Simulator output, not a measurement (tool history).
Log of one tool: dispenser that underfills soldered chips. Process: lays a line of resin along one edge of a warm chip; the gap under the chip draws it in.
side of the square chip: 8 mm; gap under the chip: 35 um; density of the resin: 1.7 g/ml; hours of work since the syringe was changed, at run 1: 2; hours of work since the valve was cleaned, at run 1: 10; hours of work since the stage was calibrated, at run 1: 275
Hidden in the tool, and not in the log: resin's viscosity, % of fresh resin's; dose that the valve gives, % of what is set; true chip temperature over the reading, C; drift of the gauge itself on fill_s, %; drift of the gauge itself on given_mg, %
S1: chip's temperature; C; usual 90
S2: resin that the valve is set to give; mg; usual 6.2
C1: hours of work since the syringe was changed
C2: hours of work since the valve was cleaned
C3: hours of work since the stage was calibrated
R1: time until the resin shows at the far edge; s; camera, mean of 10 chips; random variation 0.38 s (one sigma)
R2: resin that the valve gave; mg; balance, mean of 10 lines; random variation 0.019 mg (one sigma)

| run | hour | S1 | S2 | C1 | C2 | C3 | R1 | R2 |
|---|---|---|---|---|---|---|---|---|
| 1 | 0 | 90 | 6.2 | 2 | 10 | 275 | 26.8 | 6.14 |
|  | 4.7 | new syringe of resin |
|  | 13.4 | new syringe of resin |
| 2 | 15.3 | 105 | 6.2 | 1 | 20 | 286 | 13.6 | 6.07 |
|  | 21.9 | new syringe of resin |
|  | 30.5 | new syringe of resin |
| 3 | 33.1 | 90 | 6.2 | 2 | 32 | 297 | 26.3 | 6.04 |
|  | 39.2 | new syringe of resin |
| 4 | 43.1 | 90 | 6.2 | 3 | 39 | 304 | 28.5 | 5.95 |
|  | 47.1 | new syringe of resin |
| 5 | 52.9 | 90 | 6.2 | 4 | 45 | 311 | 30.6 | 5.91 |
|  | 56 | new syringe of resin |
|  | 61.8 | dispensing valve cleaned and set on the balance |
|  | 65.9 | new syringe of resin |
| 6 | 72.1 | 90 | 6.2 | 4 | 7 | 323 | 31.2 | 6.18 |

The next listed run, before its measurement:
|  | 74.3 | new syringe of resin |
|  | 82.1 | new syringe of resin |
| 7 | 84.7 | 90 | 6.2 | 2 | 15 | 331 | ? | ? |

R1: 26.7 s
R2: 6.09 mg
Without the tool's hidden state the same run would have given R1 22.6 s, R2 6.18 mg.
